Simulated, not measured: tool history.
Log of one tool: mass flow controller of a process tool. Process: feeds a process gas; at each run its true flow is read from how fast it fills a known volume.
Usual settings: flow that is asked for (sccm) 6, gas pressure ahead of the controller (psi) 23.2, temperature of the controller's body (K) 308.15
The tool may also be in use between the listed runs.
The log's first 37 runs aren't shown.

run     hour  flow that is asked for (sccm)  gas pressure ahead of the controller (psi)  temperature of the controller's body (K)  hours of work since the controller was set to zero  hours of work since the controller was changed  true flow (%)
 38  14783.0                              8                                        23.8                                    296.15                                                3086                                            3086          94.74
 39  15279.1                              8                                        23.8                                    296.15                                                3358                                            3358          94.23
 40  15642.8                              7                                        25.7                                    297.15                                                3557                                            3557          93.84
 41  16218.0                              6                                        23.2                                    297.15                                                3873                                            3873          93.12
 42  16803.6                              3                                        23.2                                    304.15                                                4195                                            4195          90.16
 43  17068.4                              3                                        23.2                                    304.15                                                4340                                            4340          89.83
 44  17346.1                              3                                        23.2                                    304.15                                                4492                                            4492          89.62
 45  17683.7                             13                                        32.3                                    298.15                                                4678                                            4678          93.94
 46  18272.3                              5                                        26.7                                    308.15                                                5001                                            5001          89.91
 47  18811.7                              6                                        39.2                                    300.15                                                5297                                            5297          91.28
 48  19367.2                              5                                        34.8                                    300.15                                                5602                                            5602          90.27

3 ways to go on from here, each from the tool as it stands after run 48. What would each give?
     19582.6  -- controller exchanged for a calibrated one
  A  19890.7                             14                                        37.4                                    294.15                                                 169                                             169              ?
     19582.6  -- controller exchanged for a calibrated one
  B  19890.7                              6                                        23.2                                    310.15                                                 169                                             169              ?
     19582.6  -- controller exchanged for a calibrated one
  C  19890.7                              6                                        23.2                                    305.15                                                 169                                             169              ?

run  true flow (%)
  A          99.15
  B          95.73
  C          96.27
Without the tool's hidden state the same runs would have given:
run  true flow (%)
  A          99.71
  B          96.38
  C          96.92

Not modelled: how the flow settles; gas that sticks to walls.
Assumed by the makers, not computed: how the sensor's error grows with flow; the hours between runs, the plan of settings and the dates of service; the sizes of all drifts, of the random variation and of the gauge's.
